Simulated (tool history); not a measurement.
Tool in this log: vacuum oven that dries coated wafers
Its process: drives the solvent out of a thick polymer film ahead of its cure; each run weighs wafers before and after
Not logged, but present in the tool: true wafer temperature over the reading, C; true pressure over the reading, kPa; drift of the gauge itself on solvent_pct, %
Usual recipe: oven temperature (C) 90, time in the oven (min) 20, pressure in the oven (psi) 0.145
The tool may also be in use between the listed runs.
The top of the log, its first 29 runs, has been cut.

run	hour	oven temperature (C)	time in the oven (min)	pressure in the oven (psi)	hours of work since the thermocouples were calibrated	hours of work since the vacuum gauge was cleaned of residue	solvent left in the film (%)
30	2252.4	86	13	0.183	544	999	3.77
31	2358.2	86	15	0.122	607	1062	2.97
32	2404.8	86	15	0.122	634	1089	2.97
33	2454.1	101	15	0.097	663	1118	0.98
34	2540.1	101	15	0.097	714	1169	1.02
35	2632.9	93	16	0.265	769	1224	2.16
36	2746.7	105	16	0.525	837	1292	1.42
37	2795.1	90	25	0.148	865	1320	1.14
38	2854.2	78	13	0.161	900	1355	5.24
39	2945.2	88	13	0.141	954	1409	3.36
40	3039.9	77	15	0.336	1010	1465	5.67
41	3138.7	79	17	0.225	1068	1523	4.36
42	3240.1	102	17	0.231	1128	1583	1.15
43	3347.3	99	24	0.087	1192	1647	0.62
# hour 3405.5: oven's thermocouples calibrated
44	3414.2	99	24	0.087	5	1685	0.39
45	3485.5	80	24	0.115	47	1727	2.28
46	3559.3	80	24	0.115	91	1771	2.35

Consider 3 possible next runs. They are alternatives, not a sequence: every one starts from the tool as it was left by run 46. What does each give?
A	3638.4	88	35	0.145	138	1818	?
B	3638.4	84	20	0.145	138	1818	?
C	3638.4	80	24	0.313	138	1818	?

run	solvent left in the film (%)
A	0.88
B	2.32
C	3.04
Without the tool's unlogged condition, the same runs would have read:
run	solvent left in the film (%)
A	0.66
B	2.11
C	2.79
